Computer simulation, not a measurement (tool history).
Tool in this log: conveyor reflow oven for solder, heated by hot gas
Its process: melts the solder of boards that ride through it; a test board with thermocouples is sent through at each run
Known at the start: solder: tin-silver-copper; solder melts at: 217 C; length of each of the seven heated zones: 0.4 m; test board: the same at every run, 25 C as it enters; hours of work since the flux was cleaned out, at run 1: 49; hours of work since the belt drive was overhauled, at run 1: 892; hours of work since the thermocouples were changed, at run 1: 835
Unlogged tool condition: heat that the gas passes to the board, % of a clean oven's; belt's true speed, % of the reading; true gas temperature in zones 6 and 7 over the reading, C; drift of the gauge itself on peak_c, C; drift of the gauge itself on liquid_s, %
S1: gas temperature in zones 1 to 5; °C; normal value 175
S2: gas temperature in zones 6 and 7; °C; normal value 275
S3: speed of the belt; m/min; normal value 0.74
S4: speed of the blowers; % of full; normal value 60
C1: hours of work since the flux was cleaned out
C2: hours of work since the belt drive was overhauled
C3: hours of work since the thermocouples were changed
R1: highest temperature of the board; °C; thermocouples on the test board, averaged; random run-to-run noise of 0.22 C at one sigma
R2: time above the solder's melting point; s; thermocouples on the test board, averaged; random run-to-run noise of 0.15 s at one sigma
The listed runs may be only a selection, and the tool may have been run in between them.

run 1 hour=0.0 | S1=175 S2=275 S3=0.74 S4=60 | C1=49 C2=892 C3=835 | R1=249.9 R2=46.8
run 2 hour=31.9 | S1=175 S2=275 S3=0.74 S4=60 | C1=66 C2=909 C3=853 | R1=249.7 R2=46.9
run 3 hour=69.8 | S1=175 S2=275 S3=0.74 S4=60 | C1=87 C2=930 C3=873 | R1=249.8 R2=46.6
-- hour=79.9 belt drive overhauled, speed set with a stopwatch
run 4 hour=149.1 | S1=175 S2=275 S3=0.74 S4=60 | C1=128 C2=38 C3=914 | R1=248.6 R2=44.6
run 5 hour=215.7 | S1=175 S2=275 S3=0.74 S4=60 | C1=164 C2=74 C3=951 | R1=248.8 R2=45.0
-- hour=280.9 flux residue cleaned out of gas plates and filters
run 6 hour=291.1 | S1=175 S2=275 S3=0.74 S4=60 | C1=6 C2=112 C3=989 | R1=247.8 R2=44.2
-- hour=329.1 thermocouples of zones 6 and 7 changed
run 7 hour=363.5 | S1=175 S2=275 S3=0.74 S4=60 | C1=44 C2=151 C3=19 | R1=250.6 R2=46.0
run 8 hour=406.4 | S1=175 S2=275 S3=0.74 S4=60 | C1=67 C2=174 C3=42 | R1=250.7 R2=45.8
run 9 hour=461.0 | S1=175 S2=275 S3=0.74 S4=60 | C1=97 C2=204 C3=72 | R1=250.0 R2=45.7
-- hour=469.8 flux residue cleaned out of gas plates and filters, once more
run 10 hour=502.8 | S1=175 S2=275 S3=0.74 S4=60 | C1=18 C2=224 C3=92 | R1=251.6 R2=47.2
run 11 hour=569.5 | S1=175 S2=275 S3=0.74 S4=60 | C1=54 C2=260 C3=128 | R1=252.0 R2=47.1
run 12 hour=622.9 | S1=175 S2=275 S3=0.74 S4=60 | C1=83 C2=289 C3=157 | R1=251.2 R2=47.2
run 13 hour=657.2 | S1=175 S2=275 S3=0.74 S4=60 | C1=102 C2=308 C3=176 | R1=251.1 R2=46.8
run 14 hour=725.6 | S1=175 S2=275 S3=0.74 S4=60 | C1=139 C2=345 C3=213 | R1=251.2 R2=46.4
run 15 hour=773.2 | S1=175 S2=286 S3=0.74 S4=60 | C1=165 C2=371 C3=239 | R1=259.6 R2=51.8
-- hour=835.1 flux residue cleaned out of gas plates and filters
run 16 hour=835.1 | S1=181 S2=275 S3=0.74 S4=81 | C1=0 C2=402 C3=270 | R1=257.4 R2=53.5

Run 17 has not been measured yet. What should we expect?
run 17 hour=906.7 | S1=171 S2=274 S3=0.74 S4=60 | C1=39 C2=441 C3=309 | R1=? R2=?

{"run 17": {"R1": 249.9, "R2": 44.8}}
On a tool with no hidden condition, and with the same random variation, this run would have come out at R1 250.6 °C, R2 44.9 s.
